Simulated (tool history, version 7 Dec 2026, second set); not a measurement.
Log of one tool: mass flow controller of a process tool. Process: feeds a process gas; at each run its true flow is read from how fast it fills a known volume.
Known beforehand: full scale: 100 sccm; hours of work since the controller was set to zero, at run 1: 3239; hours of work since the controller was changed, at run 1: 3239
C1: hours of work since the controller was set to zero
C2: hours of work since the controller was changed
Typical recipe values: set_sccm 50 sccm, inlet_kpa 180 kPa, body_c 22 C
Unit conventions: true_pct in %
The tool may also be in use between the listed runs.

Run 1, hour 0.0: usual settings; C1 3239; C2 3239. Result: true_pct 98.82 %.
Run 2, hour 324.8: usual settings but inlet_kpa 140 kPa; C1 3422; C2 3422. Result: true_pct 98.99 %.
Run 3, hour 506.1: usual settings but inlet_kpa 140 kPa; C1 3524; C2 3524. Result: true_pct 98.91 %.
Run 4, hour 848.2: usual settings but set_sccm 38 sccm; C1 3717; C2 3717. Result: true_pct 98.43 %.
Run 5, hour 1051.2: usual settings; C1 3832; C2 3832. Result: true_pct 98.90 %.
Run 6, hour 1216.4: usual settings; C1 3925; C2 3925. Result: true_pct 98.75 %.
Run 7, hour 1522.5: usual settings; C1 4098; C2 4098. Result: true_pct 98.84 %.
Run 8, hour 1787.5: usual settings; C1 4247; C2 4247. Result: true_pct 98.83 %.
Run 9, hour 1999.3: usual settings; C1 4367; C2 4367. Result: true_pct 98.91 %.
Run 10, hour 2184.9: usual settings but body_c 36 C; C1 4471; C2 4471. Result: true_pct 99.68 %.
Run 11, hour 2524.7: usual settings but body_c 36 C; C1 4663; C2 4663. Result: true_pct 99.69 %.
Run 12, hour 2765.9: usual settings but body_c 36 C; C1 4799; C2 4799. Result: true_pct 99.72 %.
Run 13, hour 3078.5: usual settings but body_c 26 C; C1 4975; C2 4975. Result: true_pct 99.18 %.
Run 14, hour 3338.5: usual settings but body_c 26 C; C1 5122; C2 5122. Result: true_pct 99.11 %.
Run 15, hour 3683.2: usual settings; C1 5317; C2 5317. Result: true_pct 99.00 %.
Run 16, hour 3925.3: usual settings; C1 5453; C2 5453. Result: true_pct 99.08 %.
Run 17, hour 4099.1: usual settings but body_c 30 C; C1 5551; C2 5551. Result: true_pct 99.48 %.
Run 18, hour 4388.9: usual settings but inlet_kpa 162 kPa; C1 5715; C2 5715. Result: true_pct 99.18 %.
Run 19, hour 4554.8: usual settings but inlet_kpa 162 kPa; C1 5808; C2 5808. Result: true_pct 99.20 %.
Run 20, hour 4841.6: usual settings but inlet_kpa 162 kPa, body_c 24 C; C1 5970; C2 5970. Result: true_pct 99.34 %.
At hour 5162.3: controller's zero set anew.
Run 21, hour 5217.4: usual settings but set_sccm 27 sccm, inlet_kpa 162 kPa, body_c 24 C; C1 31; C2 6182. Result: true_pct 98.74 %.
Run 22, hour 5578.5: usual settings but set_sccm 27 sccm, inlet_kpa 162 kPa, body_c 24 C; C1 235; C2 6386. Result: true_pct 98.91 %.
Run 23, hour 5878.1: usual settings but set_sccm 27 sccm, inlet_kpa 162 kPa, body_c 24 C; C1 404; C2 6555. Result: true_pct 98.85 %.
Run 24, hour 6142.3: usual settings but set_sccm 27 sccm, inlet_kpa 162 kPa, body_c 24 C; C1 553; C2 6704. Result: true_pct 98.92 %.
Run 25, hour 6361.1: usual settings but body_c 24 C; C1 676; C2 6827. Result: true_pct 99.31 %.
Run 26, hour 6695.5: usual settings but body_c 26 C; C1 865; C2 7016. Result: true_pct 99.46 %.
Run 27, hour 7027.6: usual settings but body_c 26 C; C1 1052; C2 7203. Result: true_pct 99.55 %.
Run 28, hour 7190.4: usual settings but set_sccm 34 sccm, body_c 23 C; C1 1144; C2 7295. Result: true_pct 99.11 %.
Run 29, hour 7373.3: usual settings but set_sccm 24 sccm, inlet_kpa 259 kPa, body_c 21 C; C1 1247; C2 7398. Result: true_pct 98.17 %.
Run 30, hour 7580.0: usual settings but set_sccm 26 sccm, inlet_kpa 269 kPa, body_c 31 C; C1 1364; C2 7515. Result: true_pct 98.71 %.
Run 31, hour 7775.5: usual settings but set_sccm 81 sccm, inlet_kpa 223 kPa, body_c 20 C; C1 1474; C2 7625. Result: true_pct 99.69 %.
Run 32, hour 8061.4: usual settings but set_sccm 22 sccm, inlet_kpa 270 kPa, body_c 38 C; C1 1636; C2 7787. Result: true_pct 98.99 %.
Run 33, hour 8300.5: usual settings but set_sccm 22 sccm, inlet_kpa 270 kPa; C1 1771; C2 7921. Result: true_pct 98.13 %.
Run 34, hour 8471.9: usual settings but set_sccm 52 sccm, inlet_kpa 244 kPa, body_c 21 C; C1 1867; C2 8018. Result: true_pct 99.02 %.
Run 35, hour 8775.5: usual settings but set_sccm 52 sccm, inlet_kpa 244 kPa, body_c 21 C; C1 2039; C2 8189. Result: true_pct 99.07 %.
Run 36, hour 9077.2: usual settings but set_sccm 53 sccm, inlet_kpa 242 kPa, body_c 23 C; C1 2209; C2 8360. Result: true_pct 99.29 %.
Run 37, hour 9376.2: usual settings but set_sccm 53 sccm, inlet_kpa 242 kPa, body_c 23 C; C1 2377; C2 8528. Result: true_pct 99.17 %.

A few steps of true_pct between consecutive runs. Split each: what settings, incoming material and random variation would produce without the hidden state, and what is left over for the hidden state, along with gauge scatter present in only one of the two compared results (measured, and without hidden state):
The hidden state here: flow at rest that the sensor doesn't see, % of full scale; true flow over the shown one, %; drift of the gauge itself on true_pct, %.
Run 1 -> 2: inlet_kpa 180 -> 140. true_pct +0.17 %: hidden state +0.03, all else +0.14.
Run 3 -> 4: set_sccm 50 -> 38, inlet_kpa 140 -> 180. true_pct -0.48 %: hidden state +0.03, all else -0.51.
Run 26 -> 27: no setting touched and nothing written in the log between the runs. true_pct +0.09 %: hidden state +0.04, all else +0.05.
Run 28 -> 29: set_sccm 34 -> 24, inlet_kpa 180 -> 259, body_c 23 -> 21. true_pct -0.94 %: hidden state +0.01, all else -0.95.
Run 30 -> 31: set_sccm 26 -> 81, inlet_kpa 269 -> 223, body_c 31 -> 20. true_pct +0.98 %: hidden state +0.03, all else +0.95.
Run 33 -> 34: set_sccm 22 -> 52, inlet_kpa 270 -> 244, body_c 22 -> 21. true_pct +0.89 %: hidden state +0.01, all else +0.88.
